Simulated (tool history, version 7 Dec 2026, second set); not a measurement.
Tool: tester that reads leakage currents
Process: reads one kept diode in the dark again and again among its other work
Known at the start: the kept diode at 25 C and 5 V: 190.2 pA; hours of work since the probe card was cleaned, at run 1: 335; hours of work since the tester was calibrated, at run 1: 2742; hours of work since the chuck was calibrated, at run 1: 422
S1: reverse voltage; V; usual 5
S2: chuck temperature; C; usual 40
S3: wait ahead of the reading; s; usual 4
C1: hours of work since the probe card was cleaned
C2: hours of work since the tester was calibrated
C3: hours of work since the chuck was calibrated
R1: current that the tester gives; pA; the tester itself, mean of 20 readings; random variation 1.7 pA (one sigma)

Run 1, hour 0: usual settings; C1 335; C2 2742; C3 422. Result: R1 562.94 pA.
Run 2, hour 114.6: usual settings; C1 389; C2 2796; C3 476. Result: R1 560.17 pA.
Run 3, hour 219.4: usual settings but S2 31 C; C1 438; C2 2845; C3 525. Result: R1 289.05 pA.
Run 4, hour 309.5: usual settings but S2 31 C; C1 480; C2 2888; C3 567. Result: R1 288.73 pA.
Run 5, hour 478.3: usual settings but S3 4.22 s; C1 560; C2 2967; C3 647. Result: R1 548.06 pA.
Run 6, hour 558.7: usual settings but S3 4.22 s; C1 597; C2 3005; C3 685. Result: R1 547.84 pA.
Run 7, hour 704.6: usual settings but S3 4.22 s; C1 666; C2 3073; C3 753. Result: R1 540.09 pA.
Run 8, hour 846: usual settings but S3 4.22 s; C1 732; C2 3140; C3 820. Result: R1 537.73 pA.
Run 9, hour 929.7: usual settings but S3 4.22 s; C1 772; C2 3179; C3 859. Result: R1 536.73 pA.
Run 10, hour 1052: usual settings but S3 6.21 s; C1 829; C2 3237; C3 916. Result: R1 535.08 pA.
Run 11, hour 1122.4: usual settings; C1 862; C2 3270; C3 950. Result: R1 535.59 pA.
Run 12, hour 1204.9: usual settings but S3 0.54 s; C1 901; C2 3309; C3 988. Result: R1 531.11 pA.
Run 13, hour 1316.6: usual settings but S3 0.54 s; C1 954; C2 3361; C3 1041. Result: R1 530.49 pA.
Run 14, hour 1456.4: usual settings but S1 2.14 V; C1 1019; C2 3427; C3 1107. Result: R1 326.72 pA.
Run 15, hour 1582.4: usual settings but S1 4.66 V; C1 1079; C2 3486; C3 1166. Result: R1 500.34 pA.
At hour 1598.8: chuck's temperature calibrated.
Run 16, hour 1687.1: usual settings but S1 4.66 V; C1 1127; C2 3534; C3 42. Result: R1 558.1 pA.
Run 17, hour 1804.4: usual settings but S1 4.66 V; C1 1182; C2 3589; C3 97. Result: R1 550.7 pA.
Run 18, hour 1954.5: usual settings but S1 1.23 V; C1 1253; C2 3660; C3 167. Result: R1 260.4 pA.
Run 19, hour 2079.6: usual settings but S1 3.21 V; C1 1311; C2 3719; C3 226. Result: R1 442.17 pA.
Run 20, hour 2243.3: usual settings; C1 1388; C2 3796; C3 303. Result: R1 564.01 pA.
Run 21, hour 2417.1: usual settings but S1 10.56 V, S3 0.87 s; C1 1470; C2 3877; C3 385. Result: R1 854.45 pA.
Run 22, hour 2568.9: usual settings but S2 27 C; C1 1541; C2 3949; C3 456. Result: R1 215.63 pA.
Run 23, hour 2662.4: usual settings but S2 27 C; C1 1585; C2 3993; C3 500. Result: R1 214.26 pA.
Run 24, hour 2791.4: usual settings but S2 27 C; C1 1646; C2 4053; C3 561. Result: R1 212.79 pA.
Run 25, hour 2864.7: usual settings but S1 11.56 V, S2 25 C, S3 3.53 s; C1 1680; C2 4088; C3 595. Result: R1 290.31 pA.
Run 26, hour 3022.2: usual settings but S1 2.18 V, S3 1.07 s; C1 1754; C2 4162; C3 669. Result: R1 341.7 pA.
At hour 3096.3: probe card cleaned and baked.
Run 27, hour 3148.4: usual settings but S2 48 C, S3 1.21 s; C1 24; C2 4220; C3 727. Result: R1 935.32 pA.
Run 28, hour 3263.2: usual settings but S2 48 C, S3 1.21 s; C1 78; C2 4274; C3 781. Result: R1 930.6 pA.
Run 29, hour 3403.1: usual settings but S1 14.26 V, S2 57 C, S3 4.97 s; C1 144; C2 4339; C3 847. Result: R1 2987.37 pA.
Run 30, hour 3480.5: usual settings but S1 17.13 V, S2 21 C; C1 181; C2 4376; C3 883. Result: R1 255.99 pA.
Run 31, hour 3591: usual settings but S1 5.32 V, S3 0.38 s; C1 233; C2 4428; C3 935. Result: R1 553.22 pA.
Run 32, hour 3665.4: usual settings but S1 5.32 V, S3 0.38 s; C1 267; C2 4463; C3 970. Result: R1 551.68 pA.
Run 33, hour 3749.8: usual settings but S1 2.61 V, S2 57 C, S3 4.15 s; C1 307; C2 4502; C3 1010. Result: R1 1133.58 pA.
Run 34, hour 3905.6: usual settings but S1 2.61 V, S2 57 C, S3 4.15 s; C1 380; C2 4576; C3 1083. Result: R1 1130.62 pA.
Run 35, hour 3992.5: usual settings but S1 2.61 V, S2 57 C, S3 4.15 s; C1 421; C2 4617; C3 1124. Result: R1 1121.74 pA.
At hour 4092.6: chuck's temperature calibrated.
Run 36, hour 4143.1: usual settings but S1 6.3 V, S2 28 C, S3 4.93 s; C1 491; C2 4686; C3 24. Result: R1 280.58 pA.
Run 37, hour 4249.1: usual settings but S1 6.3 V, S2 28 C, S3 4.93 s; C1 541; C2 4736; C3 74. Result: R1 277.05 pA.
Run 38, hour 4422.9: usual settings but S1 2.78 V, S2 36 C, S3 1.89 s; C1 623; C2 4818; C3 155. Result: R1 313.45 pA.
Run 39, hour 4512.2: usual settings but S2 31 C, S3 1.39 s; C1 665; C2 4860; C3 197. Result: R1 301.49 pA.

Some steps in R1 between neighbouring runs. How much of each would the tool show without its hidden state too (settings, what came in, random variation), and how much is left for the hidden state, with any gauge scatter that isn't in both results?
The hidden state here: stray current of the dirty probe card, pA a volt; current scale over the true one, %; true chuck temperature over the reading, C; drift of the gauge itself on leakage_pa, %.
Run 28 -> 29: S1 5 -> 14.26, S2 48 -> 57, S3 1.21 -> 4.97. R1 +2056.77 pA: hidden state -139.63, all else +2196.4.
Run 29 -> 30: S1 14.26 -> 17.13, S2 57 -> 21, S3 4.97 -> 4. R1 -2731.38 pA: hidden state +176.59, all else -2907.97.
Run 35 -> 36: S1 2.61 -> 6.3, S2 57 -> 28, S3 4.15 -> 4.93, chuck's temperature calibrated. R1 -841.16 pA: hidden state +111.13, all else -952.29.
